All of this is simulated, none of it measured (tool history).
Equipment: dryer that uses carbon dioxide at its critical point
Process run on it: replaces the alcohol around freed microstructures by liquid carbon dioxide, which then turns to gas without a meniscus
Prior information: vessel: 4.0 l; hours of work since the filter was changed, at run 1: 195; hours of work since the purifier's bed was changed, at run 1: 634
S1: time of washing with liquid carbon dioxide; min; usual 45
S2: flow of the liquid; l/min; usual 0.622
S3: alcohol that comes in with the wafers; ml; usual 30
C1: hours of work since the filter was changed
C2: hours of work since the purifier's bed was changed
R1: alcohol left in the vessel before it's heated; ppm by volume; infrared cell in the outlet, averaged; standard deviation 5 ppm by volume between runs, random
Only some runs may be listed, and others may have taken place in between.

| run | hour | S1 | S2 | S3 | C1 | C2 | R1 |
|---|---|---|---|---|---|---|---|
| 1 | 0 | 45 | 0.622 | 30 | 195 | 634 | 107 |
| 2 | 16.4 | 45 | 0.622 | 64 | 206 | 645 | 149 |
| 3 | 54.7 | 45 | 0.622 | 64 | 230 | 669 | 148 |
| 4 | 82.6 | 45 | 0.622 | 67 | 247 | 686 | 161 |
| 5 | 116 | 45 | 0.622 | 67 | 268 | 707 | 156 |
|  | 133.2 | inlet filter changed |
| 6 | 141.2 | 45 | 0.527 | 67 | 5 | 722 | 210 |
| 7 | 162.2 | 45 | 0.527 | 67 | 18 | 735 | 224 |
| 8 | 192.2 | 45 | 0.622 | 53 | 37 | 754 | 130 |
| 9 | 222.6 | 45 | 0.622 | 53 | 56 | 773 | 141 |
| 10 | 255.4 | 45 | 0.622 | 53 | 77 | 794 | 132 |
| 11 | 277.5 | 45 | 0.622 | 53 | 90 | 808 | 138 |
| 12 | 297.5 | 56 | 1.015 | 52 | 103 | 820 | 82 |
| 13 | 329.8 | 56 | 1.015 | 39 | 123 | 840 | 83 |
| 14 | 358.7 | 56 | 1.015 | 39 | 141 | 858 | 102 |
| 15 | 395.9 | 56 | 1.015 | 39 | 165 | 882 | 79 |
| 16 | 416.7 | 30 | 0.423 | 108 | 178 | 895 | 2391 |

Forecast each of these 3 alternatives for the next run:
| A | 434.6 | 45 | 0.82 | 90 | 189 | 906 | ? |
| B | 434.6 | 63 | 0.519 | 39 | 189 | 906 | ? |
| C | 434.6 | 45 | 0.622 | 33 | 189 | 906 | ? |

| run | R1 |
|---|---|
| A | 112 |
| B | 118 |
| C | 125 |
With no hidden state in the tool, these same runs would have given:
| run | R1 |
|---|---|
| A | 17 |
| B | 26 |
| C | 32 |

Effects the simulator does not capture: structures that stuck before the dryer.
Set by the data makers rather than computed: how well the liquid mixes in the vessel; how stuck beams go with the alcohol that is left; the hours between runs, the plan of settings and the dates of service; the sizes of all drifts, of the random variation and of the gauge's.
